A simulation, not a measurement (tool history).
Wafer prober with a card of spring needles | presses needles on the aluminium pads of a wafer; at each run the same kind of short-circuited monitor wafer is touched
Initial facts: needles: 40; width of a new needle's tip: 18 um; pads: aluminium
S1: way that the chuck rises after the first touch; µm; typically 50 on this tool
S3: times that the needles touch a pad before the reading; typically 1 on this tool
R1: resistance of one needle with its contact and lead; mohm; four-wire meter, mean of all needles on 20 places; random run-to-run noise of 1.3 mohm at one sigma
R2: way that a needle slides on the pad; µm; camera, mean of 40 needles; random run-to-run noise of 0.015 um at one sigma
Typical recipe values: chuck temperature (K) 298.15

Run 1, hour 0.0: usual settings. Result: R1 300 mohm, R2 6.00 µm.
At hour 2.6: tips cleaned on abrasive film.
Run 2, hour 5.4: usual settings. Result: R1 249 mohm, R2 6.03 µm.
At hour 14.0: tips cleaned on abrasive film.
Run 3, hour 14.2: usual settings. Result: R1 133 mohm, R2 5.95 µm.
Run 4, hour 20.8: usual settings. Result: R1 294 mohm, R2 5.95 µm.
At hour 24.9: tips cleaned on abrasive film.
Run 5, hour 29.7: usual settings. Result: R1 284 mohm, R2 5.95 µm.
At hour 36.5: tips cleaned on abrasive film.
Run 6, hour 42.0: usual settings. Result: R1 284 mohm, R2 5.96 µm.
At hour 47.6: tips cleaned on abrasive film.
Run 7, hour 53.0: usual settings. Result: R1 290 mohm, R2 5.96 µm.
At hour 58.6: tips cleaned on abrasive film.
Run 8, hour 60.9: usual settings. Result: R1 223 mohm, R2 5.94 µm.
At hour 62.1: height of the first contact set anew.
Run 9, hour 67.6: usual settings. Result: R1 292 mohm, R2 6.19 µm.
At hour 70.6: tips cleaned on abrasive film.
Run 10, hour 74.0: usual settings. Result: R1 262 mohm, R2 6.17 µm.
At hour 81.8: tips cleaned on abrasive film.
Run 11, hour 83.0: usual settings. Result: R1 204 mohm, R2 6.12 µm.
Run 12, hour 89.8: usual settings. Result: R1 293 mohm, R2 6.11 µm.
At hour 93.4: tips cleaned on abrasive film.
Run 13, hour 98.9: usual settings. Result: R1 280 mohm, R2 6.12 µm.
At hour 104.7: tips cleaned on abrasive film.
Run 14, hour 110.3: usual settings but chuck temperature (K) 323.15. Result: R1 276 mohm, R2 6.13 µm.
At hour 116.5: tips cleaned on abrasive film.
Run 15, hour 117.5: usual settings but chuck temperature (K) 323.15. Result: R1 181 mohm, R2 6.11 µm.
Run 16, hour 122.6: usual settings but chuck temperature (K) 323.15. Result: R1 283 mohm, R2 6.11 µm.
At hour 128.5: tips cleaned on abrasive film.
Run 17, hour 129.0: usual settings but chuck temperature (K) 323.15. Result: R1 161 mohm, R2 6.09 µm.
At hour 139.4: tips cleaned on abrasive film.
Run 18, hour 139.4: usual settings but S1 64 µm, chuck temperature (K) 339.15, S3 2. Result: R1 125 mohm, R2 7.81 µm.
At hour 150.9: tips cleaned on abrasive film.
Run 19, hour 151.0: usual settings. Result: R1 130 mohm, R2 6.09 µm.
At hour 162.0: tips cleaned on abrasive film.
Run 20, hour 162.0: usual settings but S1 55 µm, chuck temperature (K) 330.15, S3 2. Result: R1 119 mohm, R2 6.67 µm.
Run 21, hour 172.2: usual settings but S1 37 µm, chuck temperature (K) 317.15, S3 3. Result: R1 232 mohm, R2 4.46 µm.
At hour 173.2: tips cleaned on abrasive film.
Run 22, hour 181.0: usual settings but S1 36 µm, chuck temperature (K) 324.15. Result: R1 454 mohm, R2 4.35 µm.
At hour 184.5: tips cleaned on abrasive film.
Run 23, hour 187.4: usual settings but S1 36 µm, chuck temperature (K) 325.15. Result: R1 343 mohm, R2 4.33 µm.
Run 24, hour 194.3: usual settings but S1 36 µm, chuck temperature (K) 325.15. Result: R1 447 mohm, R2 4.29 µm.
At hour 195.9: tips cleaned on abrasive film.
Run 25, hour 200.9: usual settings but S1 36 µm, chuck temperature (K) 325.15. Result: R1 433 mohm, R2 4.32 µm.
At hour 207.2: tips cleaned on abrasive film.
Run 26, hour 209.3: usual settings. Result: R1 243 mohm, R2 6.02 µm.
At hour 218.5: tips cleaned on abrasive film.
Run 27, hour 221.1: usual settings. Result: R1 263 mohm, R2 6.03 µm.
At hour 230.2: tips cleaned on abrasive film.
Run 28, hour 232.3: usual settings but chuck temperature (K) 312.15. Result: R1 238 mohm, R2 6.02 µm.
Run 29, hour 238.8: usual settings but chuck temperature (K) 312.15. Result: R1 310 mohm, R2 5.99 µm.
At hour 241.6: tips cleaned on abrasive film.
Run 30, hour 246.8: usual settings but chuck temperature (K) 312.15. Result: R1 292 mohm, R2 6.01 µm.
Run 31, hour 252.3: usual settings but S1 55 µm, chuck temperature (K) 316.15. Result: R1 278 mohm, R2 6.61 µm.
At hour 253.0: tips cleaned on abrasive film.
Run 32, hour 261.6: usual settings but S1 40 µm, chuck temperature (K) 352.15, S3 3. Result: R1 223 mohm, R2 4.74 µm.
At hour 264.3: tips cleaned on abrasive film.
Run 33, hour 270.8: usual settings but S1 47 µm. Result: R1 324 mohm, R2 5.61 µm.
At hour 275.8: tips cleaned on abrasive film.
Run 34, hour 276.9: usual settings but S1 47 µm. Result: R1 205 mohm, R2 5.58 µm.

Each row is a separate what-if for the run after 34, all from the same tool condition, not one after another. Results?
Run A, hour 282.4: usual settings. Result: R1 ?, R2 ?.
Run B, hour 282.4: usual settings but S1 46 µm. Result: R1 ?, R2 ?.
Run C, hour 282.4: usual settings but chuck temperature (K) 387.15. Result: R1 ?, R2 ?.
Run D, hour 282.4: usual settings but S1 47 µm, chuck temperature (K) 369.15. Result: R1 ?, R2 ?.

run   R1    R2
  A  303  5.97
  B  339  5.45
  C  291  5.97
  D  310  5.57
Without the tool's unlogged condition, the same runs would have read:
run   R1    R2
  A  111  6.18
  B  113  5.66
  C  124  6.18
  D  120  5.78
